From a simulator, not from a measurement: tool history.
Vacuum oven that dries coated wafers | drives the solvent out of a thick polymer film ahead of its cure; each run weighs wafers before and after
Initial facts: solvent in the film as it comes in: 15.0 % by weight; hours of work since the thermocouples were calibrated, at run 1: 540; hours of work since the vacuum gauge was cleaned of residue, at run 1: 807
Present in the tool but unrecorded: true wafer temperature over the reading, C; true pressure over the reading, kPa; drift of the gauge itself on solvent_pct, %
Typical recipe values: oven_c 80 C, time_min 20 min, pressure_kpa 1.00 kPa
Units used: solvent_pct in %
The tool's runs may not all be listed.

run   hour  oven_c  time_min  pressure_kpa  hours of work since the thermocouples were calibrated  hours of work since the vacuum gauge was cleaned of residue  solvent_pct
  1    0.0      80        20          1.00                                                    540                                                          807         1.82
  2   27.3      80        20          1.00                                                    559                                                          826         1.81
  3   50.4      80        20          1.00                                                    575                                                          842         1.78
  4   77.8      80        20          1.00                                                    594                                                          862         1.81
  5  104.1      80        20          1.00                                                    613                                                          880         1.85
  6  133.9      80        20          1.00                                                    634                                                          901         1.87
  7  148.4      80        20          1.00                                                    644                                                          911         1.84
  8  167.6      80        36          1.00                                                    658                                                          925         1.11
  9  187.8      80        36          1.00                                                    672                                                          939         1.15
 10  204.8      80        36          1.00                                                    684                                                          951         1.02
 11  238.5      80        36          1.00                                                    707                                                          975         1.03
 12  264.7      80        36          1.00                                                    726                                                          993         1.02
 13  289.4      80        20          1.00                                                    743                                                         1011         1.83
 14  316.7      80        17          1.00                                                    762                                                         1030         2.37
 15  341.1      71        29          1.77                                                    780                                                         1047         3.88
 16  357.0      90        13          3.41                                                    791                                                         1058         2.28
 17  377.8      73        11          3.41                                                    805                                                         1073         7.93
 18  399.1      73        36          3.41                                                    820                                                         1088         4.60

What does the tool deliver on the next run?
 19  421.7      73        36          3.41                                                    836                                                         1104            ?

Run 19 produced solvent_pct 4.57 %.
With no hidden state in the tool, this same run would have given solvent_pct 4.12 %.
